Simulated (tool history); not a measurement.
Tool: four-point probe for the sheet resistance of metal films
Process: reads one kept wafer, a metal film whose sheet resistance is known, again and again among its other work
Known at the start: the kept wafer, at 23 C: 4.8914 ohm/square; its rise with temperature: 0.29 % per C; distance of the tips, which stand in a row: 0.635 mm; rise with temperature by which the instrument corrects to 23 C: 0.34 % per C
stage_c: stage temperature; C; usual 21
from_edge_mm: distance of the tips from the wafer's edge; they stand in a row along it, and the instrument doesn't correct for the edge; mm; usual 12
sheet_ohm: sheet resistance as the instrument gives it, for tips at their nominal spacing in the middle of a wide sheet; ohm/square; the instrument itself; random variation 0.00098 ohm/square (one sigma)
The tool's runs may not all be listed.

| run | day | stage_c | from_edge_mm | sheet_ohm |
|---|---|---|---|---|
| 1 | 0 | 21 | 12 | 4.899165 |
| 2 | 3.692 | 33 | 12 | 4.87048 |
| 3 | 7.175 | 33 | 12 | 4.870692 |
|  | 9.892 | stage's thermometer calibrated |
| 4 | 10.067 | 33 | 12 | 4.876289 |
| 5 | 13.446 | 33 | 7 | 4.891859 |
| 6 | 15.129 | 33 | 7 | 4.893335 |
| 7 | 18.246 | 21 | 12 | 4.907608 |
| 8 | 21.538 | 23 | 19 | 4.8962 |
| 9 | 23.967 | 22 | 27 | 4.897024 |
| 10 | 25.921 | 26 | 68 | 4.886613 |
| 11 | 27.838 | 26 | 68 | 4.886123 |
| 12 | 29.596 | 26 | 68 | 4.888933 |
| 13 | 31.875 | 26 | 68 | 4.887346 |
| 14 | 35.138 | 30 | 5 | 4.921269 |

Some steps in sheet_ohm between neighbouring runs. How much of each would the tool show without its hidden state too (settings, what came in, random variation), and how much is left for the hidden state, with any gauge scatter that isn't in both results?
The hidden state here: inner tips' distance over the nominal, %; tips' flats over new ones', %; wafer's true temperature over the reading, C; drift of the gauge itself on sheet_ohm, %.
Run 3 -> 4: stage's thermometer calibrated. sheet_ohm +0.005597 ohm/square: hidden state +0.007064, all else -0.001467.
Run 13 -> 14: stage_c 26 -> 30, from_edge_mm 68 -> 5. sheet_ohm +0.033923 ohm/square: hidden state +0.000083, all else +0.03384.
